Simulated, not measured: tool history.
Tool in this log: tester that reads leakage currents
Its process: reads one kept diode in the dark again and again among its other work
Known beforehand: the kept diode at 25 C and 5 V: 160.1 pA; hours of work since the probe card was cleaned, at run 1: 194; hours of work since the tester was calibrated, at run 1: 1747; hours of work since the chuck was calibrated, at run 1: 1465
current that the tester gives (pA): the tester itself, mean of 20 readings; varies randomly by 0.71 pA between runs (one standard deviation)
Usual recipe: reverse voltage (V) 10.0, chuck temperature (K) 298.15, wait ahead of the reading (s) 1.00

run    day  reverse voltage (V)  chuck temperature (K)  wait ahead of the reading (s)  hours of work since the probe card was cleaned  hours of work since the tester was calibrated  hours of work since the chuck was calibrated  current that the tester gives (pA)
  1  0.000                 10.0                 298.15                           1.00                                             194                                           1747                                          1465                              265.11
  2  1.083                 10.0                 298.15                           1.00                                             212                                           1765                                          1482                              266.48
  3  2.079                 10.0                 298.15                           1.00                                             228                                           1781                                          1499                              264.90
  4  2.821                 10.0                 298.15                           1.00                                             240                                           1793                                          1511                              264.89
  5  3.625                 10.0                 298.15                           1.00                                             253                                           1806                                          1524                              265.44
  6  5.054                 10.0                 315.15                           1.00                                             277                                           1829                                          1547                             1209.46
  7  6.300                 10.0                 315.15                           1.00                                             297                                           1850                                          1568                             1214.09
  8  7.154                 10.0                 295.15                           1.20                                             311                                           1864                                          1581                              201.07
  9  8.088                  2.7                 307.15                           1.65                                             326                                           1879                                          1597                              294.06
 10  9.254                  2.0                 327.15                           3.06                                             345                                           1898                                          1616                             1331.18

Predict each of these 3 candidate next runs independently; none follows another, all start after run 10:
  A  10.400                  2.4                 320.15                           5.63                                             364                                           1917                                          1635                                   ?
  B  10.400                  4.0                 305.15                           6.44                                             364                                           1917                                          1635                                   ?
  C  10.400                 12.2                 327.15                           3.06                                             364                                           1917                                          1635                                   ?

run  current that the tester gives (pA)
  A                              841.91
  B                              306.68
  C                             3597.16
Had the tool no hidden state, the same runs would have come out as:
run  current that the tester gives (pA)
  A                              758.31
  B                              272.52
  C                             3256.73
